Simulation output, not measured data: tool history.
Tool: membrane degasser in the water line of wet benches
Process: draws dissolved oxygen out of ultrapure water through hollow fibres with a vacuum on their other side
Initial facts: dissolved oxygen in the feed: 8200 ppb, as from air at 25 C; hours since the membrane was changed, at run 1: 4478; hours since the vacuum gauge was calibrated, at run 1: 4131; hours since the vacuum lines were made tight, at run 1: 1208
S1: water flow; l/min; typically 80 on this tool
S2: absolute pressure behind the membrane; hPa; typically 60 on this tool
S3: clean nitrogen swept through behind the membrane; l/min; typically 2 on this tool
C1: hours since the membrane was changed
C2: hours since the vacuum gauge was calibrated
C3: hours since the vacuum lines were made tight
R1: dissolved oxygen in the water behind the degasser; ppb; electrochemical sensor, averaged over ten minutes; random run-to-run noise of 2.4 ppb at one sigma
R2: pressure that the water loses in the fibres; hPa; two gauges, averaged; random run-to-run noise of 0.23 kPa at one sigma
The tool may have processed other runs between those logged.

Run 1, day 0: usual settings; C1 4478; C2 4131; C3 1208. Result: R1 274.5 ppb, R2 620 hPa.
Run 2, day 7.546: usual settings; C1 4659; C2 4312; C3 1390. Result: R1 284.3 ppb, R2 623.7 hPa.
Run 3, day 14.254: usual settings; C1 4820; C2 4473; C3 1551. Result: R1 285.7 ppb, R2 626.9 hPa.
Run 4, day 19.562: usual settings; C1 4948; C2 4601; C3 1678. Result: R1 288.8 ppb, R2 624.8 hPa.
Run 5, day 29.508: usual settings; C1 5186; C2 4839; C3 1917. Result: R1 290.7 ppb, R2 629.7 hPa.
Run 6, day 35.329: usual settings but S2 82.1 hPa; C1 5326; C2 4979; C3 2056. Result: R1 457.7 ppb, R2 630.7 hPa.
Run 7, day 43.496: usual settings but S2 82.1 hPa; C1 5522; C2 5175; C3 2252. Result: R1 457.3 ppb, R2 632.5 hPa.
Run 8, day 49.321: usual settings but S2 82.1 hPa; C1 5662; C2 5315; C3 2392. Result: R1 458.7 ppb, R2 627.1 hPa.
Run 9, day 57.204: usual settings but S2 38.1 hPa; C1 5851; C2 5504; C3 2581. Result: R1 127.6 ppb, R2 633.5 hPa.
Run 10, day 62.392: usual settings but S2 38.1 hPa; C1 5975; C2 5628; C3 2706. Result: R1 127.5 ppb, R2 638.3 hPa.
Run 11, day 67.508: usual settings but S2 38.1 hPa, S3 1.55 l/min; C1 6098; C2 5751; C3 2829. Result: R1 151.9 ppb, R2 640.3 hPa.
Run 12, day 73.179: usual settings; C1 6234; C2 5887; C3 2965. Result: R1 299.3 ppb, R2 640 hPa.
Run 13, day 78.958: usual settings but S2 55.3 hPa; C1 6373; C2 6026; C3 3103. Result: R1 261.5 ppb, R2 639.1 hPa.
Run 14, day 85.212: usual settings but S1 108 l/min; C1 6523; C2 6176; C3 3254. Result: R1 426.1 ppb, R2 867.7 hPa.
Run 15, day 91.571: usual settings; C1 6676; C2 6329; C3 3406. Result: R1 298.4 ppb, R2 642.9 hPa.
Run 16, day 98.638: usual settings; C1 6845; C2 6498; C3 3576. Result: R1 305.3 ppb, R2 644.6 hPa.
Run 17, day 106.004: usual settings but S3 2.05 l/min; C1 7022; C2 6675; C3 3753. Result: R1 297.6 ppb, R2 643.4 hPa.
Run 18, day 116.704: usual settings but S3 2.05 l/min; C1 7279; C2 6932; C3 4009. Result: R1 303.2 ppb, R2 651.4 hPa.
Run 19, day 126.988: usual settings but S3 2.05 l/min; C1 7526; C2 7179; C3 4256. Result: R1 308.7 ppb, R2 648.9 hPa.
Run 20, day 131.483: usual settings but S1 72 l/min, S3 3.78 l/min; C1 7634; C2 7287; C3 4364. Result: R1 171.9 ppb, R2 589.3 hPa.
Run 21, day 138.162: usual settings but S1 75 l/min, S2 50.9 hPa, S3 1.6 l/min; C1 7794; C2 7447; C3 4524. Result: R1 266.1 ppb, R2 613.1 hPa.
Run 22, day 144.179: usual settings but S1 75 l/min, S2 50.9 hPa, S3 1.6 l/min; C1 7938; C2 7591; C3 4669. Result: R1 260.5 ppb, R2 614.9 hPa.
Run 23, day 151.846: usual settings but S1 75 l/min, S2 50.9 hPa, S3 1.6 l/min; C1 8122; C2 7775; C3 4853. Result: R1 267.7 ppb, R2 616.4 hPa.
At day 154.638: membrane cartridge changed.
Run 24, day 160.167: usual settings but S2 111.9 hPa; C1 133; C2 7971; C3 5048. Result: R1 672.4 ppb, R2 582.7 hPa.
Run 25, day 168.271: usual settings but S2 111.9 hPa; C1 327; C2 8166; C3 5243. Result: R1 682.4 ppb, R2 589.1 hPa.
Run 26, day 172.854: usual settings but S2 111.9 hPa; C1 437; C2 8276; C3 5353. Result: R1 671 ppb, R2 588.8 hPa.
At day 175.146: vacuum gauge calibrated.
Run 27, day 179.475: usual settings but S2 111.9 hPa; C1 596; C2 104; C3 5511. Result: R1 615.5 ppb, R2 586 hPa.
Run 28, day 187.112: usual settings but S2 111.9 hPa; C1 779; C2 287; C3 5695. Result: R1 613.2 ppb, R2 593 hPa.
At day 188.775: seals of the vacuum lines changed.
Run 29, day 196.742: usual settings but S1 49 l/min; C1 1008; C2 516; C3 191. Result: R1 149.9 ppb, R2 363.2 hPa.
Run 30, day 202.7: usual settings but S1 115 l/min, S2 82.3 hPa, S3 1.65 l/min; C1 1151; C2 659; C3 334. Result: R1 675.7 ppb, R2 849.3 hPa.
Run 31, day 207.725: usual settings but S3 3.6 l/min; C1 1272; C2 780; C3 455. Result: R1 155.9 ppb, R2 591.5 hPa.
Run 32, day 212.975: usual settings but S1 62 l/min, S2 53 hPa, S3 1.38 l/min; C1 1398; C2 906; C3 581. Result: R1 195.8 ppb, R2 461.7 hPa.
Run 33, day 220.438: usual settings but S1 104 l/min; C1 1577; C2 1085; C3 760. Result: R1 337.2 ppb, R2 776.8 hPa.

3 options for the next run, each taken on its own from the tool as it stands now. Forecast them:
Run A, day 230.771: usual settings but S1 128 l/min, S2 106.2 hPa, S3 5.51 l/min; C1 1825; C2 1333; C3 1008. Result: R1 ?, R2 ?.
Run B, day 230.771: usual settings but S1 51 l/min, S3 2.28 l/min; C1 1825; C2 1333; C3 1008. Result: R1 ?, R2 ?.
Run C, day 230.771: usual settings but S2 72.6 hPa, S3 4.1 l/min; C1 1825; C2 1333; C3 1008. Result: R1 ?, R2 ?.

run     R1     R2
  A  487.5  960.2
  B    144  379.2
  C  196.8  597.7
Stripped of hidden state, with their random variation kept, the same runs would have yielded:
run     R1     R2
  A    469  936.3
  B  136.8  369.7
  C  188.1  582.8

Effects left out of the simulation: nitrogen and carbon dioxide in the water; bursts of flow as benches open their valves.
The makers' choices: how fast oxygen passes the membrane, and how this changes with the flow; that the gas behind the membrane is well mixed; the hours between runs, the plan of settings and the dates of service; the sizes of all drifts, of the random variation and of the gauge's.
